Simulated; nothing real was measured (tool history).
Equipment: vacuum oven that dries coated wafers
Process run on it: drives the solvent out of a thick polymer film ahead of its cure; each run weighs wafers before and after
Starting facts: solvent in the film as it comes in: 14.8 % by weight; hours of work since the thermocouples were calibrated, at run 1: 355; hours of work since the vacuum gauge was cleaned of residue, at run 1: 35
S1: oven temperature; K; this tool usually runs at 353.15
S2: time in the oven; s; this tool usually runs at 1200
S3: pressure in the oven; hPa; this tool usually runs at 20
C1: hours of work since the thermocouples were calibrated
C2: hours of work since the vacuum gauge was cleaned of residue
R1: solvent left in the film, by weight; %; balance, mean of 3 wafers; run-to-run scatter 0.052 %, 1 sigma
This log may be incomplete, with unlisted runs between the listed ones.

run,day,S1,S2,S3,C1,C2,R1
1,0,353.15,1200,20,355,35,2.87
2,1.967,353.15,1200,20,384,64,2.93
3,4.9,353.15,1200,20,426,106,2.89
4,8.404,353.15,1200,20,477,157,2.88
5,12.492,353.15,1200,20,537,217,2.9
6,16.108,351.15,1200,20,589,269,3.41
7,18.408,364.15,1200,20,623,303,1.09
8,21.433,364.15,1200,20,667,347,1.09
9,25.108,353.15,1200,20,720,400,2.96
10,28.333,353.15,1200,20,767,447,3.04
11,32.442,353.15,1200,20,827,507,3.19
12,36.258,353.15,1200,20,883,563,3.06
13,38.5,353.15,1200,20,915,595,3.07
14,40.408,353.15,1200,20,943,623,3.1
# day 43.892: oven's thermocouples calibrated
15,44.254,353.15,1200,20,5,678,2.86
16,48.479,353.15,1200,20,67,739,2.87
17,50.25,353.15,1200,20,93,765,2.93
18,53.867,353.15,1200,20,145,818,2.95
19,55.617,353.15,1200,20,171,843,2.97
20,58.975,353.15,1200,20,220,892,3
21,61.442,353.15,1200,20,255,928,3.01
22,65.017,344.15,1260,20.4,307,980,5.29
23,67.567,344.15,1260,20.4,345,1017,5.28
24,70.025,353.15,1200,20,380,1053,3.06
25,74.188,353.15,1200,20,441,1114,2.98
26,77.567,353.15,600,10.9,490,1163,5.45
27,79.538,341.15,1860,56,519,1191,7.06
28,83.433,357.15,840,16.7,576,1248,3.2
29,87.25,353.15,1500,29.2,631,1304,2.83
30,89.246,353.15,1500,29.2,660,1333,2.79
31,91.317,353.15,1500,66.3,690,1363,4.68
32,95.471,353.15,1860,20,751,1423,1.92
33,99.408,353.15,1500,20,808,1481,2.46
34,103.408,353.15,1500,20,866,1539,2.45
35,106.917,359.15,660,20,917,1590,3.9
36,110.021,359.15,660,20,963,1635,3.9
# day 112.142: oven's thermocouples calibrated
37,112.375,365.15,660,22.9,3,1668,2.41
38,116.592,342.15,1860,22,65,1730,4.55
39,119.383,340.15,1860,26.3,105,1770,5.45
40,121.35,340.15,1860,26.3,134,1799,5.61
41,124.179,340.15,1860,26.3,175,1840,5.57

Consider 4 possible next runs. They are alternatives, not a sequence: every one starts from the tool as it was left by run 41. What does each give?
A,128.425,353.15,960,42.3,237,1902,?
B,128.425,341.15,660,10.2,237,1902,?
C,128.425,353.15,660,20,237,1902,?
D,128.425,347.15,840,24.8,237,1902,?

run,R1
A,4.8
B,8.08
C,5.32
D,6.34
Stripped of hidden state, with their random variation kept, the same runs would have yielded:
run,R1
A,4.5
B,7.79
C,5.05
D,6.02
